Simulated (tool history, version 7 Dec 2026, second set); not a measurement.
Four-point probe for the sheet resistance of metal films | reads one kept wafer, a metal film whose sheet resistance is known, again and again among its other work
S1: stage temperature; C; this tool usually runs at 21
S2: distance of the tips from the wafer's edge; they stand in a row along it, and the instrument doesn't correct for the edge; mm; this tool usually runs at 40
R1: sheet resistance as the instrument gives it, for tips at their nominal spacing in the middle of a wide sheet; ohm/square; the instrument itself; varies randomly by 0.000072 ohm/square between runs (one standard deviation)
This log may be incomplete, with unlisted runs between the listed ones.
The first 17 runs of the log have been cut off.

run	day	S1	S2	R1
18	58.871	20	16	0.357543
# day 61.342: stage's thermometer calibrated
19	62.104	21	40	0.357467
20	65.312	21	36	0.357610
21	68.300	22	4	0.360599
22	72.679	21	4	0.360436
23	77.233	20	14	0.357696
24	81.350	21	14	0.357782
25	84.058	21	14	0.357847
26	87.404	22	60	0.357606
27	89.404	19	11	0.357809
28	92.679	22	67	0.357629

Run 29 comes next. What will it give?
29	97.142	26	40	?

For run 29 the tool returned R1 0.357860 ohm/square.
Take away the tool's hidden state, keep the run-to-run variation as it was, and the same run would have given R1 0.357900 ohm/square.
